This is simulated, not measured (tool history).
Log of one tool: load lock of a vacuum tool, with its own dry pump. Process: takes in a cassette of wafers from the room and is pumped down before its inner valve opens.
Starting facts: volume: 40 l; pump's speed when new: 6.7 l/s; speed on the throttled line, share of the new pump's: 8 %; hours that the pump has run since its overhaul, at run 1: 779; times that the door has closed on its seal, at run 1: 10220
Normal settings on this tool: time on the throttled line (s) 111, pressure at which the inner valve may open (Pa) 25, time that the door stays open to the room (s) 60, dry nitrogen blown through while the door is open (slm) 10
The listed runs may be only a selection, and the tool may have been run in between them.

run,hour,time on the throttled line (s),pressure at which the inner valve may open (Pa),time that the door stays open to the room (s),dry nitrogen blown through while the door is open (slm),hours that the pump has run since its overhaul,times that the door has closed on its seal,"incoming humidity of the room's air, %",time from the closed door until the inner valve may open (s),rise of the pressure with all valves shut (Pa/min)
1,0,111,25,60,10,779,10220,43.9,150.6,0.101
2,62.7,111,25,60,10,841,10518,43.9,152.1,0.114
3,138.7,111,25,60,10,917,10879,44.4,151.7,0.11
4,227.5,111,25,60,10,1006,11301,47.2,150.7,0.119
5,312.5,111,25,60,10,1091,11704,43.5,152.5,0.123
6,367,111,25,60,10,1146,11964,46,152.7,0.131
7,458.1,111,25,60,10,1237,12396,44.4,152.3,0.137
8,535.1,111,25,60,10,1314,12762,45.4,152.6,0.139
9,584.4,111,25,60,10,1363,12996,44.5,151.7,0.145
10,685.5,111,25,60,10,1464,13476,45.4,151.5,0.145
11,778.2,134,25,60,10,1557,13917,48.7,171.8,0.16
12,840.7,134,25,60,10,1619,14214,46.6,169.7,0.161
13,884.7,134,25,60,10,1663,14423,44.7,174.1,0.158
14,970.9,111,25,60,10,1750,14832,43.9,150.3,0.168
15,1034.8,111,25,60,5,1814,15135,46.4,153.1,0.182
16,1115.7,111,25,60,5,1894,15520,42.9,152.5,0.184
17,1163.5,111,25,60,37,1942,15747,47,150.9,0.181
18,1207.5,111,25,60,10,1986,15956,44.7,151.2,0.195
19,1292.3,101,25,75,10,2071,16359,49.2,143.1,0.2
20,1353.3,101,25,75,10,2132,16648,47.6,143.6,0.205
21,1418.5,150,25,75,10,2197,16959,43.6,186.9,0.207
22,1466.8,150,25,75,10,2246,17188,47.9,187.4,0.214
23,1512,150,46,75,5,2291,17403,45.7,182.9,0.233
24,1571.9,70,39,25,13,2351,17687,47.8,110.9,0.204
25,1675.4,207,36,194,12,2454,18179,44.1,237.3,0.252
26,1752.6,84,25,60,9,2531,18546,41.1,127.4,0.234
27,1851.9,65,25,60,9,2631,19017,46.3,109.5,0.249
28,1925.3,111,36,161,10,2704,19366,44.7,149.1,0.275
29,2026.8,111,43,80,4,2806,19848,43.1,148.1,0.269
30,2119.8,111,25,26,6,2899,20290,44.7,152.5,0.255
31,2170.4,159,25,60,31,2949,20530,41.9,198.3,0.263
32,2245.6,159,25,167,31,3024,20887,43.4,195.2,0.282
33,2311.6,187,27,167,31,3090,21201,45.8,219.3,0.291
34,2405.8,65,27,78,31,3185,21648,45.1,109.9,0.285
35,2480.1,122,25,72,10,3259,22001,43.3,163.7,0.305
36,2535.6,98,25,65,10,3314,22265,43.3,142,0.309

Here are 3 independent what-if runs from the current tool condition. What would each one return?
A,2617.8,62,25,39,21,3397,22655,41.3,?,?
B,2617.8,98,25,131,10,3397,22655,46.5,?,?
C,2617.8,111,25,70,4,3397,22655,47.8,?,?

run,time from the closed door until the inner valve may open (s),rise of the pressure with all valves shut (Pa/min)
A,107.2,0.304
B,138.6,0.327
C,151.2,0.332
Without the tool's unlogged condition, the same runs would have read:
run,time from the closed door until the inner valve may open (s),rise of the pressure with all valves shut (Pa/min)
A,106.8,0.01
B,138.1,0.039
C,150.8,0.04

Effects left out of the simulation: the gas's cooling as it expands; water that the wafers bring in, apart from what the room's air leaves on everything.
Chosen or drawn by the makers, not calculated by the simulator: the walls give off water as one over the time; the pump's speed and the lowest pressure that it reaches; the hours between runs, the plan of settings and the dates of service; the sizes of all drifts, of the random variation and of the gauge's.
